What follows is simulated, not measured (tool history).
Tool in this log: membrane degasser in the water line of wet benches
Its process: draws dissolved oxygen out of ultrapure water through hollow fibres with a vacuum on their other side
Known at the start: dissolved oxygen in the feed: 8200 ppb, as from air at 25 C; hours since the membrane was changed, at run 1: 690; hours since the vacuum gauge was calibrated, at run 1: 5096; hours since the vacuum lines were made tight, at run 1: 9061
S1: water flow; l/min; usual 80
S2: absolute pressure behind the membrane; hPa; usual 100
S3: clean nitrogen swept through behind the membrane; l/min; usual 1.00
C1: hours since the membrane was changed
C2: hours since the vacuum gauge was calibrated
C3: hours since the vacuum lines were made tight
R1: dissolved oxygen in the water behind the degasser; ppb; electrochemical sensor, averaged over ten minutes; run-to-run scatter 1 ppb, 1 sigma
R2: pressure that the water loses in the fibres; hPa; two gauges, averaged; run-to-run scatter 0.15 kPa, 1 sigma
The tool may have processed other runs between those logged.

run 1 hour=0.0 | S1=80 S2=100 S3=1.00 | C1=690 C2=5096 C3=9061 | R1=851.2 R2=398.3
run 2 hour=45.1 | S1=80 S2=100 S3=1.00 | C1=735 C2=5141 C3=9106 | R1=854.3 R2=400.8
run 3 hour=97.2 | S1=80 S2=100 S3=1.00 | C1=787 C2=5193 C3=9158 | R1=852.4 R2=399.5
run 4 hour=150.0 | S1=80 S2=182 S3=1.00 | C1=840 C2=5246 C3=9210 | R1=1710.8 R2=401.8
run 5 hour=178.5 | S1=80 S2=182 S3=1.00 | C1=869 C2=5274 C3=9239 | R1=1711.1 R2=400.1
run 6 hour=211.6 | S1=80 S2=100 S3=1.00 | C1=902 C2=5307 C3=9272 | R1=850.9 R2=403.7
run 7 hour=253.3 | S1=105 S2=100 S3=1.00 | C1=944 C2=5349 C3=9314 | R1=1010.0 R2=524.4
run 8 hour=299.0 | S1=80 S2=100 S3=1.00 | C1=989 C2=5395 C3=9360 | R1=850.3 R2=397.1
run 9 hour=351.0 | S1=80 S2=100 S3=1.00 | C1=1041 C2=5447 C3=9412 | R1=854.2 R2=400.4
run 10 hour=408.2 | S1=80 S2=100 S3=1.00 | C1=1098 C2=5504 C3=9469 | R1=851.6 R2=399.6
run 11 hour=446.3 | S1=80 S2=100 S3=1.00 | C1=1137 C2=5542 C3=9507 | R1=851.1 R2=401.5
run 12 hour=494.0 | S1=80 S2=100 S3=1.00 | C1=1184 C2=5590 C3=9555 | R1=851.5 R2=399.2
run 13 hour=548.7 | S1=80 S2=100 S3=1.00 | C1=1239 C2=5644 C3=9609 | R1=853.0 R2=402.5
run 14 hour=576.4 | S1=61 S2=61 S3=0.64 | C1=1267 C2=5672 C3=9637 | R1=423.7 R2=304.6

Forecast run 15:
run 15 hour=625.7 | S1=67 S2=78 S3=2.45 | C1=1316 C2=5721 C3=9686 | R1=? R2=?

{"run 15": {"R1": 268.3, "R2": 337.6}}
Minus the tool's unlogged condition, the same run would have read R1 268.1 ppb, R2 337.6 hPa.
